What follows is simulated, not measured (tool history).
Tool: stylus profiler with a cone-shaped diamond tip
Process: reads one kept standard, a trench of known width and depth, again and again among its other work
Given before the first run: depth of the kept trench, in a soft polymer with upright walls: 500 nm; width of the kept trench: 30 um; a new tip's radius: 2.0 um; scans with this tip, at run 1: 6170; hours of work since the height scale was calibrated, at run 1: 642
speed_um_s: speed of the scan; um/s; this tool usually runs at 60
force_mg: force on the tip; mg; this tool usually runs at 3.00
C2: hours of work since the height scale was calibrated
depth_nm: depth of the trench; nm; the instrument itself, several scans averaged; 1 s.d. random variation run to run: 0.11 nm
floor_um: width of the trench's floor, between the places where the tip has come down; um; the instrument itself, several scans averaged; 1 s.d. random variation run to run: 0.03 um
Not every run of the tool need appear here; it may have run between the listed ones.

{"run": 1, "hour": 0.0, "speed_um_s": 60, "force_mg": 3.0, "scans with this tip": 6170, "C2": 642, "depth_nm": 503.82, "floor_um": 26.59}
{"run": 2, "hour": 61.7, "speed_um_s": 225, "force_mg": 3.0, "scans with this tip": 6611, "C2": 688, "depth_nm": 503.69, "floor_um": 26.06}
{"run": 3, "hour": 112.0, "speed_um_s": 225, "force_mg": 3.0, "scans with this tip": 6969, "C2": 725, "depth_nm": 503.93, "floor_um": 26.01}
{"run": 4, "hour": 182.0, "speed_um_s": 225, "force_mg": 3.0, "scans with this tip": 7469, "C2": 777, "depth_nm": 503.63, "floor_um": 25.99}
{"run": 5, "hour": 257.3, "speed_um_s": 225, "force_mg": 3.0, "scans with this tip": 8007, "C2": 833, "depth_nm": 503.62, "floor_um": 25.93}
{"run": 6, "hour": 322.2, "speed_um_s": 60, "force_mg": 3.0, "scans with this tip": 8471, "C2": 881, "depth_nm": 503.46, "floor_um": 26.3}
{"run": 7, "hour": 364.9, "speed_um_s": 60, "force_mg": 3.0, "scans with this tip": 8775, "C2": 913, "depth_nm": 503.44, "floor_um": 26.29}
{"run": 8, "hour": 432.1, "speed_um_s": 60, "force_mg": 3.0, "scans with this tip": 9255, "C2": 963, "depth_nm": 503.65, "floor_um": 26.19}
{"run": 9, "hour": 489.8, "speed_um_s": 60, "force_mg": 3.0, "scans with this tip": 9667, "C2": 1006, "depth_nm": 503.61, "floor_um": 26.2}
{"hour": 494.7, "done": "height scale calibrated on a step standard"}
{"run": 10, "hour": 549.0, "speed_um_s": 24, "force_mg": 6.64, "scans with this tip": 10086, "C2": 40, "depth_nm": 506.03, "floor_um": 26.3}
{"run": 11, "hour": 618.5, "speed_um_s": 122, "force_mg": 4.58, "scans with this tip": 10582, "C2": 92, "depth_nm": 504.36, "floor_um": 26.01}
{"run": 12, "hour": 699.2, "speed_um_s": 130, "force_mg": 1.0, "scans with this tip": 11159, "C2": 152, "depth_nm": 500.64, "floor_um": 25.51}
{"run": 13, "hour": 771.0, "speed_um_s": 130, "force_mg": 1.0, "scans with this tip": 11671, "C2": 205, "depth_nm": 500.69, "floor_um": 25.49}
{"run": 14, "hour": 839.3, "speed_um_s": 130, "force_mg": 1.0, "scans with this tip": 12159, "C2": 256, "depth_nm": 500.3, "floor_um": 25.52}
{"hour": 875.2, "done": "height scale calibrated on a step standard, once more"}
{"run": 15, "hour": 892.5, "speed_um_s": 16, "force_mg": 8.51, "scans with this tip": 12535, "C2": 13, "depth_nm": 508.84, "floor_um": 26.01}

Subtracting, for every run, the result it would have given without the tool's unlogged condition from the measured result gives the following. The same run-to-run variation enters both numbers; the gauge's scatter may not:
The hidden state here: radius of the tip, um; height scale over the true one, %; drift of the gauge itself on depth_nm, %; drift of the gauge itself on floor_um, %.
run=1 depth_nm=-0.65 floor_um=-0.66
run=2 depth_nm=-0.68 floor_um=-0.71
run=3 depth_nm=-0.72 floor_um=-0.75
run=4 depth_nm=-0.76 floor_um=-0.80
run=5 depth_nm=-0.80 floor_um=-0.86
run=6 depth_nm=-0.84 floor_um=-0.91
run=7 depth_nm=-0.87 floor_um=-0.93
run=8 depth_nm=-0.90 floor_um=-0.98
run=9 depth_nm=-0.93 floor_um=-1.02
run=10 depth_nm=-1.38 floor_um=-1.05
run=11 depth_nm=-1.42 floor_um=-1.10
run=12 depth_nm=-1.45 floor_um=-1.17
run=13 depth_nm=-1.50 floor_um=-1.21
run=14 depth_nm=-1.53 floor_um=-1.26
run=15 depth_nm=+0.01 floor_um=-1.29
